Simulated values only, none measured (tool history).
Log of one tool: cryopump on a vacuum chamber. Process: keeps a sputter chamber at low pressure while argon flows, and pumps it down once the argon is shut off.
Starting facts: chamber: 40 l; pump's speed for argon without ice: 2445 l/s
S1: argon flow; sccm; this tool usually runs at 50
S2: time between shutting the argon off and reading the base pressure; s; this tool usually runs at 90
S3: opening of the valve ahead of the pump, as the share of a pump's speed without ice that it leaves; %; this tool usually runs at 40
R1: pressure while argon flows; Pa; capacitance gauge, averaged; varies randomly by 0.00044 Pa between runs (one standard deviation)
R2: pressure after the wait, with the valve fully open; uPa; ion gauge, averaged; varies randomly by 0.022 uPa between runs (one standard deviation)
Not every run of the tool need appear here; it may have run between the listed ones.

| run | hour | S1 | S2 | S3 | R1 | R2 |
|---|---|---|---|---|---|---|
| 1 | 0.0 | 50 | 90 | 40 | 0.0873 | 1.71 |
| 2 | 15.1 | 50 | 90 | 40 | 0.0882 | 1.72 |
| 3 | 25.8 | 50 | 90 | 40 | 0.0873 | 1.72 |
| 4 | 37.2 | 50 | 90 | 40 | 0.0883 | 1.74 |
| 5 | 52.4 | 50 | 90 | 40 | 0.0887 | 1.78 |
| 6 | 67.4 | 50 | 90 | 40 | 0.0876 | 1.76 |
| 7 | 79.9 | 50 | 90 | 40 | 0.0893 | 1.75 |
| 8 | 87.3 | 50 | 90 | 40 | 0.0886 | 1.83 |
| 9 | 94.6 | 50 | 90 | 40 | 0.0881 | 1.78 |
| 10 | 103.6 | 24 | 90 | 40 | 0.0425 | 1.80 |
| 11 | 113.5 | 24 | 23 | 40 | 0.0425 | 3.05 |
| 12 | 126.1 | 77 | 118 | 16 | 0.3378 | 1.71 |
| 13 | 136.1 | 23 | 296 | 40 | 0.0407 | 1.55 |
| 14 | 147.5 | 58 | 66 | 29 | 0.1404 | 2.01 |
| 15 | 161.2 | 36 | 135 | 29 | 0.0875 | 1.72 |
| 16 | 174.3 | 36 | 135 | 36 | 0.0712 | 1.70 |
| 17 | 188.6 | 50 | 196 | 54 | 0.0667 | 1.64 |
| 18 | 199.7 | 50 | 102 | 57 | 0.0625 | 1.84 |
| 19 | 213.4 | 50 | 27 | 38 | 0.0937 | 2.96 |
| 20 | 226.6 | 50 | 27 | 38 | 0.0931 | 3.02 |
| 21 | 242.2 | 50 | 90 | 55 | 0.0648 | 1.86 |

5 options for the next run, each taken on its own from the tool as it stands now. Forecast them:
| A | 253.2 | 65 | 37 | 39 | ? | ? |
| B | 253.2 | 21 | 90 | 55 | ? | ? |
| C | 253.2 | 75 | 90 | 38 | ? | ? |
| D | 253.2 | 45 | 22 | 58 | ? | ? |
| E | 253.2 | 78 | 90 | 16 | ? | ? |

| run | R1 | R2 |
|---|---|---|
| A | 0.1196 | 2.54 |
| B | 0.0275 | 1.87 |
| C | 0.1399 | 1.85 |
| D | 0.0565 | 3.40 |
| E | 0.3429 | 1.93 |
Take away the tool's hidden state, keep each run's random variation, and the runs would have read:
| run | R1 | R2 |
|---|---|---|
| A | 0.1159 | 1.26 |
| B | 0.0263 | 0.60 |
| C | 0.1357 | 0.55 |
| D | 0.0540 | 2.10 |
| E | 0.3384 | 0.62 |

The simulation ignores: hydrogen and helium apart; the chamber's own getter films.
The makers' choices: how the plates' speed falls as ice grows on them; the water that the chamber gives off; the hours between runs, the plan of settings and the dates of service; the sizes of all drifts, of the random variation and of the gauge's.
